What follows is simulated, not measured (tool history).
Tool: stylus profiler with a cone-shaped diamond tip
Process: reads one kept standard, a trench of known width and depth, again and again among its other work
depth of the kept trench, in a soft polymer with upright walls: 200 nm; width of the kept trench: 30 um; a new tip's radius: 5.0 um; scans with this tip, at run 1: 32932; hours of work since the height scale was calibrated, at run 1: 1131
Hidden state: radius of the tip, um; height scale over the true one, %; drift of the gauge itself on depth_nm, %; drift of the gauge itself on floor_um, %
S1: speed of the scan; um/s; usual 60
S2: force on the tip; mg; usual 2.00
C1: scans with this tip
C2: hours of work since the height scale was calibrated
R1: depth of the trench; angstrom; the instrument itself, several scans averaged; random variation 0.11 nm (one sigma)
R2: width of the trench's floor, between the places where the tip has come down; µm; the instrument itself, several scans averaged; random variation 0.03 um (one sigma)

run 1 day=0.000 | S1=60 S2=2.00 | C1=32932 C2=1131 | R1=2030.7 R2=25.86
run 2 day=4.217 | S1=60 S2=2.00 | C1=33872 C2=1206 | R1=2028.3 R2=25.79
run 3 day=8.871 | S1=60 S2=1.41 | C1=34911 C2=1288 | R1=2027.1 R2=25.72
-- day=10.188 new tip fitted, height scale calibrated
run 4 day=13.079 | S1=60 S2=1.41 | C1=645 C2=51 | R1=2018.0 R2=26.84
run 5 day=16.267 | S1=60 S2=2.00 | C1=1356 C2=108 | R1=2022.6 R2=26.88
run 6 day=19.192 | S1=60 S2=5.18 | C1=2009 C2=159 | R1=2038.4 R2=26.96
run 7 day=22.925 | S1=60 S2=5.18 | C1=2841 C2=225 | R1=2040.5 R2=26.88
run 8 day=27.679 | S1=177 S2=5.18 | C1=3902 C2=309 | R1=2042.5 R2=26.53
-- day=28.088 height scale calibrated on a step standard
run 9 day=31.533 | S1=24 S2=2.00 | C1=4757 C2=61 | R1=2023.6 R2=26.95
run 10 day=35.258 | S1=24 S2=2.00 | C1=5588 C2=127 | R1=2024.0 R2=26.91
run 11 day=37.717 | S1=24 S2=2.00 | C1=6137 C2=170 | R1=2024.6 R2=26.89
-- day=38.621 height scale calibrated on a step standard, once more
run 12 day=42.088 | S1=24 S2=2.00 | C1=7107 C2=61 | R1=2023.0 R2=26.83
run 13 day=47.058 | S1=24 S2=2.00 | C1=8216 C2=149 | R1=2020.5 R2=26.83
run 14 day=50.262 | S1=15 S2=1.15 | C1=8931 C2=206 | R1=2015.9 R2=26.77
run 15 day=52.758 | S1=15 S2=1.15 | C1=9488 C2=250 | R1=2016.9 R2=26.79
run 16 day=55.579 | S1=179 S2=3.77 | C1=10117 C2=300 | R1=2034.6 R2=26.18
run 17 day=57.879 | S1=179 S2=5.95 | C1=10630 C2=341 | R1=2046.1 R2=26.35

Some steps in R1 between neighbouring runs. How much of each would the tool show without its hidden state too (settings, what came in, random variation), and how much is left for the hidden state, with any gauge scatter that isn't in both results?
Run 3 -> 4: new tip fitted, height scale calibrated. R1 -9.1 angstrom: hidden state -9.3, all else +0.2.
Run 8 -> 9: S1 177 -> 24, S2 5.18 -> 2.00, height scale calibrated on a step standard. R1 -18.9 angstrom: hidden state +1.4, all else -20.3.
